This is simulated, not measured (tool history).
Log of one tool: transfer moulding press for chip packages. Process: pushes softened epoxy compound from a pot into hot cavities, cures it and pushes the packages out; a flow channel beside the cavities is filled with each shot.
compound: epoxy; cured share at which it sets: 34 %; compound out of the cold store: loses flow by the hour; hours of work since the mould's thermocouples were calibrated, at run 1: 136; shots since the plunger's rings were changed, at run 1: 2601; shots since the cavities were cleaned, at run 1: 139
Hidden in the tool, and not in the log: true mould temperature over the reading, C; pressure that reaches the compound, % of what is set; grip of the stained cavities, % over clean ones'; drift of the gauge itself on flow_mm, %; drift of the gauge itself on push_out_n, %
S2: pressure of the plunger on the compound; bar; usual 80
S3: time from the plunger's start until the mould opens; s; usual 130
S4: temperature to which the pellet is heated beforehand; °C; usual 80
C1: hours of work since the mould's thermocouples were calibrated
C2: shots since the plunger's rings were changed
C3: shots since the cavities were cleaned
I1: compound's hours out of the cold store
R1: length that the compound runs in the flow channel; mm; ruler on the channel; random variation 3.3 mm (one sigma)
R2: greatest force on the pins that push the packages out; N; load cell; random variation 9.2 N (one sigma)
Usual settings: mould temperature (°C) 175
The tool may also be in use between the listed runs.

{"run": 1, "hour": 0.0, "mould temperature (°C)": 175, "S2": 80, "S3": 130, "S4": 80, "C1": 136, "C2": 2601, "C3": 139, "I1": 39.9, "R1": 716, "R2": 492}
{"run": 2, "hour": 22.4, "mould temperature (°C)": 175, "S2": 80, "S3": 130, "S4": 80, "C1": 148, "C2": 2768, "C3": 306, "I1": 16.1, "R1": 754, "R2": 552}
{"hour": 56.3, "done": "cavities cleaned with cleaning compound and waxed"}
{"run": 3, "hour": 56.3, "mould temperature (°C)": 175, "S2": 80, "S3": 130, "S4": 80, "C1": 166, "C2": 3010, "C3": 0, "I1": 13.6, "R1": 760, "R2": 433}
{"run": 4, "hour": 91.5, "mould temperature (°C)": 175, "S2": 80, "S3": 130, "S4": 80, "C1": 184, "C2": 3273, "C3": 263, "I1": 13.2, "R1": 760, "R2": 547}
{"run": 5, "hour": 116.3, "mould temperature (°C)": 175, "S2": 80, "S3": 130, "S4": 80, "C1": 197, "C2": 3458, "C3": 448, "I1": 38, "R1": 703, "R2": 567}
{"hour": 132.1, "done": "cavities cleaned with cleaning compound and waxed"}
{"run": 6, "hour": 145.8, "mould temperature (°C)": 175, "S2": 77.8, "S3": 130, "S4": 80, "C1": 212, "C2": 3667, "C3": 102, "I1": 20.3, "R1": 727, "R2": 468}
{"hour": 149.4, "done": "mould's thermocouples calibrated"}
{"hour": 175.8, "done": "plunger's sealing rings changed"}
{"run": 7, "hour": 179.3, "mould temperature (°C)": 175, "S2": 77.8, "S3": 130, "S4": 80, "C1": 15, "C2": 26, "C3": 319, "I1": 24.1, "R1": 771, "R2": 543}
{"run": 8, "hour": 208.8, "mould temperature (°C)": 175, "S2": 77.8, "S3": 130, "S4": 80, "C1": 30, "C2": 246, "C3": 539, "I1": 46.3, "R1": 726, "R2": 603}
{"hour": 211.9, "done": "cavities cleaned with cleaning compound and waxed"}
{"run": 9, "hour": 232.3, "mould temperature (°C)": 175, "S2": 77.8, "S3": 130, "S4": 80, "C1": 42, "C2": 411, "C3": 153, "I1": 29.2, "R1": 752, "R2": 481}
{"run": 10, "hour": 251.6, "mould temperature (°C)": 177, "S2": 60.8, "S3": 130, "S4": 80, "C1": 52, "C2": 555, "C3": 297, "I1": 39.3, "R1": 643, "R2": 520}
{"run": 11, "hour": 279.3, "mould temperature (°C)": 177, "S2": 60.8, "S3": 111, "S4": 74, "C1": 67, "C2": 761, "C3": 503, "I1": 37.6, "R1": 641, "R2": 686}
{"hour": 286.6, "done": "cavities cleaned with cleaning compound and waxed"}
{"hour": 315.9, "done": "mould's thermocouples calibrated, once more"}
{"run": 12, "hour": 317.2, "mould temperature (°C)": 180, "S2": 84, "S3": 111, "S4": 71, "C1": 1, "C2": 1019, "C3": 214, "I1": 45.5, "R1": 734, "R2": 499}
{"run": 13, "hour": 339.4, "mould temperature (°C)": 180, "S2": 78, "S3": 127, "S4": 85, "C1": 12, "C2": 1185, "C3": 380, "I1": 12.2, "R1": 770, "R2": 504}
{"hour": 364.2, "done": "cavities cleaned with cleaning compound and waxed"}
{"run": 14, "hour": 366.2, "mould temperature (°C)": 180, "S2": 78, "S3": 127, "S4": 85, "C1": 26, "C2": 1374, "C3": 15, "I1": 12.2, "R1": 764, "R2": 380}

The next listed run, before its measurement:
{"run": 15, "hour": 394.9, "mould temperature (°C)": 175, "S2": 80, "S3": 137, "S4": 80, "C1": 41, "C2": 1588, "C3": 229, "I1": 27.9, "R1": "?", "R2": "?"}

{"run 15": {"R1": 749, "R2": 464}}
Without the tool's hidden state the same run would have given R1 771 mm, R2 378 N.
